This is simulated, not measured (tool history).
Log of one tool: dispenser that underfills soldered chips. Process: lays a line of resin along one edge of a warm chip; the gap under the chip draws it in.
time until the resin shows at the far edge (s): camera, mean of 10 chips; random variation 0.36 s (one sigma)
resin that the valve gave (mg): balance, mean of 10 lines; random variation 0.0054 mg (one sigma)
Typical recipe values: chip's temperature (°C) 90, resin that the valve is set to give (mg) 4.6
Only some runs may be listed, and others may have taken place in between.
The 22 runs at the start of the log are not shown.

| run | hour | chip's temperature (°C) | resin that the valve is set to give (mg) | hours of work since the syringe was changed | hours of work since the valve was cleaned | hours of work since the stage was calibrated | time until the resin shows at the far edge (s) | resin that the valve gave (mg) |
|---|---|---|---|---|---|---|---|---|
|  | 128.8 | new syringe of resin |
| 23 | 134.4 | 97 | 4.35 | 4 | 28 | 190 | 20.6 | 4.3 |
| 24 | 140.9 | 80 | 4.6 | 8 | 33 | 195 | 46.8 | 4.552 |
|  | 143.1 | new syringe of resin |
| 25 | 146.8 | 99 | 4.72 | 3 | 37 | 199 | 17.7 | 4.658 |
| 26 | 152.1 | 104 | 5.52 | 6 | 40 | 202 | 19.6 | 5.439 |
|  | 157.2 | new syringe of resin |
| 27 | 157.8 | 104 | 5.52 | 0 | 44 | 206 | 12 | 5.433 |
| 28 | 164.6 | 90 | 4.75 | 5 | 49 | 211 | 27.6 | 4.673 |
|  | 169.6 | dispensing valve cleaned and set on the balance |
|  | 172.2 | new syringe of resin |
| 29 | 172.2 | 81 | 4.6 | 0 | 2 | 215 | 25.5 | 4.592 |
| 30 | 178 | 92 | 4.34 | 4 | 6 | 219 | 24.3 | 4.33 |
| 31 | 182.5 | 92 | 4.34 | 7 | 9 | 222 | 30.4 | 4.325 |
|  | 186.5 | new syringe of resin |
| 32 | 186.6 | 92 | 4.34 | 0 | 11 | 225 | 17.7 | 4.323 |
| 33 | 191.1 | 92 | 4.34 | 3 | 15 | 228 | 22.8 | 4.328 |
| 34 | 195.9 | 92 | 4.34 | 6 | 18 | 231 | 28.5 | 4.321 |

Run 35 is up next; what results do you expect?
|  | 200.9 | new syringe of resin |
| 35 | 201.7 | 92 | 4.34 | 1 | 22 | 235 | ? | ? |

{"run 35": {"time until the resin shows at the far edge (s)": 19.3, "resin that the valve gave (mg)": 4.31}}
Without the tool's hidden state the same run would have given time until the resin shows at the far edge (s) 18.8, resin that the valve gave (mg) 4.342.

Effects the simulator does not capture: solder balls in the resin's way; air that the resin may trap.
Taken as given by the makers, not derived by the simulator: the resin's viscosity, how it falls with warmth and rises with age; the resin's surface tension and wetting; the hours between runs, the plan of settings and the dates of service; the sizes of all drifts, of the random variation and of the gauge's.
